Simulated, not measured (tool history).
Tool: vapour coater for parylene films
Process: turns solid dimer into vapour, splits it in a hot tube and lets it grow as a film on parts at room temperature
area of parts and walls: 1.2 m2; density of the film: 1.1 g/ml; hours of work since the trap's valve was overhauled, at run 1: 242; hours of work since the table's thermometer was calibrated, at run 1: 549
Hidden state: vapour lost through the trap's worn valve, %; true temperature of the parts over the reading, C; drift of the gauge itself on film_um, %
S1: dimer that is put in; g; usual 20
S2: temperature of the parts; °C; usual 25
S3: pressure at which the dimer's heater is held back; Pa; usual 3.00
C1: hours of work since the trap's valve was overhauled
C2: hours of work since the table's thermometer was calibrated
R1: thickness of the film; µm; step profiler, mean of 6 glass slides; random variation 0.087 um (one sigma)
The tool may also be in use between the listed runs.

run,hour,S1,S2,S3,C1,C2,R1
1,0.0,20,25,3.00,242,549,12.12
2,11.2,20,25,3.00,250,557,12.04
3,22.5,20,25,3.00,259,565,12.07
4,44.8,20,25,3.00,275,581,12.09
5,69.3,20,25,3.00,293,599,12.11
6,86.7,20,25,3.00,306,612,12.03
7,106.0,20,25,3.00,320,626,11.77
8,117.7,20,25,3.00,328,635,11.81
9,139.3,20,25,2.02,344,651,12.93
10,164.4,20,25,3.00,363,669,11.74
11,180.3,20,25,11.01,374,681,8.63
12,193.7,20,25,11.01,384,691,8.64
13,214.9,20,25,11.01,400,706,8.69
14,234.7,20,25,3.00,414,721,11.38
15,255.3,20,25,3.00,429,736,11.45
16,270.4,20,25,3.00,440,747,11.47
17,294.4,20,25,3.00,458,764,11.33
18,310.7,20,25,3.00,470,776,11.22
# hour 331.4: trap's valve overhauled
19,332.2,20,19,3.00,1,789,14.76
20,355.2,22,25,4.29,17,806,13.13
21,369.1,23,31,3.00,28,816,11.40
22,387.2,20,19,3.00,41,829,14.51
23,407.9,23,31,2.74,56,845,11.58
24,426.2,23,31,2.74,69,858,11.42
25,444.3,20,20,6.70,83,871,13.13
26,466.7,20,20,6.70,99,888,13.28
27,489.1,21,25,2.82,116,904,13.50
28,502.5,20,25,2.05,125,914,13.65
29,513.7,33,26,3.49,134,922,19.18
30,527.9,20,25,3.68,144,932,12.05
31,552.3,19,22,5.15,162,950,11.95
32,575.4,19,22,5.15,179,967,11.79
33,596.7,20,28,5.90,194,983,9.21
34,617.6,8,21,3.00,210,998,5.54
35,636.7,11,25,9.36,224,1012,5.18

Measured less the same run without the tool's hidden state. The same run-to-run variation is in both; the gauge's scatter may not be:
run,R1
1,-0.75
2,-0.77
3,-0.81
4,-0.87
5,-0.95
6,-0.99
7,-1.02
8,-1.06
9,-1.23
10,-1.19
11,-0.92
12,-0.94
13,-0.98
14,-1.35
15,-1.43
16,-1.47
17,-1.53
18,-1.56
19,-0.07
20,+0.10
21,+0.05
22,-0.24
23,-0.04
24,-0.08
25,-0.15
26,-0.22
27,-0.28
28,-0.32
29,-0.50
30,-0.35
31,-0.41
32,-0.47
33,-0.41
34,-0.40
35,-0.27

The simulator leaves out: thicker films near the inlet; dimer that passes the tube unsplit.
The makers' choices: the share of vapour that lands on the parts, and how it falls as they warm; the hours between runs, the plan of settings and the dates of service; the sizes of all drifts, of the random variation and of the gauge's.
